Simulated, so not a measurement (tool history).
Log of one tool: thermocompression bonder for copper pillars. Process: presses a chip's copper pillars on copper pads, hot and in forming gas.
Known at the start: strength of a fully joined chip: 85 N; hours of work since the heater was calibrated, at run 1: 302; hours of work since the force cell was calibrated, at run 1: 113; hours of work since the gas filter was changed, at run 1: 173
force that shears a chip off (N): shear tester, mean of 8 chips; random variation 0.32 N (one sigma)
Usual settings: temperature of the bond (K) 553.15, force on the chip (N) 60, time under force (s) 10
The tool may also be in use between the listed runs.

run   hour  temperature of the bond (K)  force on the chip (N)  time under force (s)  hours of work since the heater was calibrated  hours of work since the force cell was calibrated  hours of work since the gas filter was changed  force that shears a chip off (N)
  1    0.0                       553.15                     60                    10                                            302                                                113                                             173                              54.0
  2   26.0                       553.15                     60                    10                                            313                                                124                                             185                              53.8
  3   44.9                       553.15                     60                    10                                            321                                                132                                             193                              54.1
  4   79.2                       553.15                     60                    10                                            336                                                147                                             208                              54.1
  5  111.2                       553.15                     60                    10                                            351                                                162                                             222                              53.7
  6  129.0                       553.15                     60                    10                                            358                                                169                                             230                              53.4
  7  155.1                       568.15                     60                    10                                            370                                                181                                             241                              62.6
  8  173.4                       568.15                     60                    10                                            378                                                189                                             249                              62.6
  9  204.4                       568.15                     60                    10                                            391                                                202                                             263                              62.9
 10  233.6                       568.15                     60                    10                                            404                                                215                                             276                              62.2
 11  269.1                       568.15                     60                    10                                            420                                                231                                             291                              62.7
 12  303.9                       553.15                     60                    10                                            435                                                246                                             307                              54.4
 13  334.7                       533.15                     60                    10                                            449                                                260                                             320                              41.4
 14  362.6                       533.15                     60                    10                                            461                                                272                                             333                              41.8
 15  396.9                       553.15                     60                    10                                            476                                                287                                             348                              54.0
 16  426.2                       553.15                     60                    10                                            489                                                300                                             360                              54.5
 17  460.0                       553.15                     60                     5                                            504                                                315                                             375                              44.4
     484.5  -- forming gas filter changed
 18  486.9                       553.15                     60                     5                                            515                                                326                                               1                              45.0
 19  510.7                       553.15                     60                     5                                            526                                                337                                              12                              44.3
 20  528.4                       553.15                     60                     5                                            534                                                345                                              19                              45.0
 21  545.5                       544.15                     51                    25                                            541                                                352                                              27                              60.3
 22  563.9                       573.15                     60                     7                                            549                                                360                                              35                              62.5
 23  580.5                       573.15                     60                     7                                            557                                                368                                              42                              62.9
 24  603.3                       573.15                     60                     7                                            567                                                378                                              52                              62.1
 25  627.0                       573.15                     60                     7                                            577                                                388                                              63                              62.1
 26  657.3                       573.15                     60                     7                                            590                                                401                                              76                              61.9
 27  675.8                       582.15                     60                    29                                            599                                                409                                              84                              80.9
 28  700.4                       556.15                     37                    11                                            609                                                420                                              95                              48.6
 29  727.1                       568.15                     38                    10                                            621                                                432                                             107                              54.6
 30  748.5                       553.15                     48                    10                                            630                                                441                                             116                              50.6
 31  771.9                       543.15                     40                    21                                            641                                                452                                             126                              51.6
 32  790.7                       523.15                     63                     6                                            649                                                460                                             135                              31.1
 33  819.2                       530.15                     68                    17                                            662                                                472                                             147                              52.6
 34  842.6                       530.15                     81                    10                                            672                                                483                                             157                              47.3
 35  869.8                       530.15                     47                    10                                            684                                                495                                             169                              36.2
 36  900.5                       582.15                     60                     5                                            697                                                508                                             183                              62.1
 37  933.5                       580.15                     75                    25                                            712                                                523                                             197                              80.6
 38  965.5                       553.15                     40                    18                                            726                                                537                                             211                              56.4
 39  984.3                       541.15                     46                    18                                            734                                                545                                             220                              51.4

Forecast each of these 5 alternatives for the next run:
  A  1018.6                       541.15                     79                    16                                            749                                                560                                             235                                 ?
  B  1018.6                       541.15                     39                    13                                            749                                                560                                             235                                 ?
  C  1018.6                       572.15                     46                    18                                            749                                                560                                             235                                 ?
  D  1018.6                       581.15                     46                     8                                            749                                                560                                             235                                 ?
  E  1018.6                       553.15                     60                     7                                            749                                                560                                             235                                 ?

run  force that shears a chip off (N)
  A                              61.6
  B                              43.1
  C                              69.1
  D                              62.8
  E                              50.4
Without the tool's hidden state the same runs would have given:
run  force that shears a chip off (N)
  A                              58.4
  B                              39.8
  C                              66.9
  D                              60.2
  E                              47.2

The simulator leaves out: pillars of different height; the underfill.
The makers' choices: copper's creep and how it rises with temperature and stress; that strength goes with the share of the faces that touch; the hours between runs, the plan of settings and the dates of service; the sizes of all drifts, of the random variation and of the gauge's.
